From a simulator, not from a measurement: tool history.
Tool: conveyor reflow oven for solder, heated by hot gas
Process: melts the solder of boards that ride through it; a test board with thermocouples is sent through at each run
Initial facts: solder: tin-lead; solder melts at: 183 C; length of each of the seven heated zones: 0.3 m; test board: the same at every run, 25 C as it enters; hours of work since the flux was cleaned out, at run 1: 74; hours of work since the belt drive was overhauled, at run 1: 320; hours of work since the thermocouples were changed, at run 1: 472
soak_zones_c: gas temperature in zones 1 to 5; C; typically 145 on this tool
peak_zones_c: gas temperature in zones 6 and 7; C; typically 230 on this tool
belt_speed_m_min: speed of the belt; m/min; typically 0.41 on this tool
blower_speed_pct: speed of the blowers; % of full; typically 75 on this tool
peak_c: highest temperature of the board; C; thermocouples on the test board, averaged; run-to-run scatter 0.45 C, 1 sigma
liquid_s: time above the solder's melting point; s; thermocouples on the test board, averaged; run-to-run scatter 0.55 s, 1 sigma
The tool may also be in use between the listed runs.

run,day,soak_zones_c,peak_zones_c,belt_speed_m_min,blower_speed_pct,hours of work since the flux was cleaned out,hours of work since the belt drive was overhauled,hours of work since the thermocouples were changed,peak_c,liquid_s
1,0,145,230,0.41,75,74,320,472,213.6,65
2,0.312,145,236,0.41,75,80,326,478,218.6,70.4
3,0.704,145,236,0.41,75,87,333,485,218.1,69.5
4,1.1,145,230,0.41,75,94,340,492,212.7,64.9
5,1.5,145,230,0.41,75,101,347,499,212.5,64.1
6,1.804,145,230,0.41,75,106,352,505,212.8,64.1
7,2.033,145,230,0.41,75,111,357,509,212.7,65
8,2.258,145,230,0.41,75,115,361,513,213.6,65.3
9,2.5,145,230,0.41,75,119,365,517,212.5,65.3
10,2.829,145,230,0.41,75,125,371,523,213.1,64.9
11,3.033,133,230,0.41,75,129,375,527,210.3,55.9
12,3.521,145,230,0.41,75,137,383,535,211.8,64.3
13,3.838,145,230,0.41,75,143,389,541,212.4,63.5
14,4.146,145,230,0.41,75,149,395,547,211.9,64.5
15,4.392,143,230,0.41,75,153,399,551,212,62.2
16,4.842,143,230,0.41,75,161,407,559,212.2,62.7
17,5.271,149,235,0.41,80,169,415,567,217.8,72.2
18,5.667,150,232,0.488,73,176,422,574,208.9,51
19,6.104,145,230,0.356,53,184,430,582,212.9,74.6
20,6.396,134,221,0.41,75,189,435,587,202.7,46.7
# day 6.596: belt drive overhauled, speed set with a stopwatch
21,7.054,134,221,0.41,75,198,8,596,202,46.7
22,7.496,150,241,0.335,71,206,16,604,228.3,97.8
23,7.842,149,232,0.335,71,212,22,610,218.8,91.3
24,8.071,141,231,0.478,75,216,27,614,207.3,45.9
25,8.396,132,235,0.474,71,222,32,620,207.4,43.7
26,8.658,132,227,0.487,71,227,37,625,199.9,33.7
27,9.104,132,232,0.428,72,235,45,633,208.8,51.6
# day 9.4: belt drive overhauled, speed set with a stopwatch, once more
28,9.625,156,242,0.342,75,241,4,639,228.2,99.3
29,9.833,156,242,0.342,75,245,8,643,228.9,98.9
30,10.079,156,242,0.342,75,249,12,648,228.6,99
31,10.479,142,230,0.41,75,257,19,655,210.7,60.7

The same runs without the tool's hidden state, with the same run-to-run variation:
The tool's hidden condition here consists of: heat that the gas passes to the board, % of a clean oven's; belt's true speed, % of the reading; true gas temperature in zones 6 and 7 over the reading, C; drift of the gauge itself on peak_c, C; drift of the gauge itself on liquid_s, %.
run,peak_c,liquid_s
1,215.1,66.3
2,220.1,71.4
3,219.8,70.6
4,214.3,66.4
5,214.2,65.6
6,214.6,65.7
7,214.5,66.7
8,215.5,67.1
9,214.4,67
10,215.1,66.7
11,212.4,58.2
12,213.8,66.2
13,214.5,65.5
14,214,66.6
15,214.3,64.4
16,214.5,65
17,220.2,74
18,211.5,53.6
19,215,76.9
20,205.3,50.7
21,204.6,50.3
22,230.6,98.4
23,221.1,92.6
24,210.3,49
25,210.7,47.1
26,203.1,38
27,212,55
28,231.1,101.1
29,231.8,100.7
30,231.5,100.8
31,214.2,65
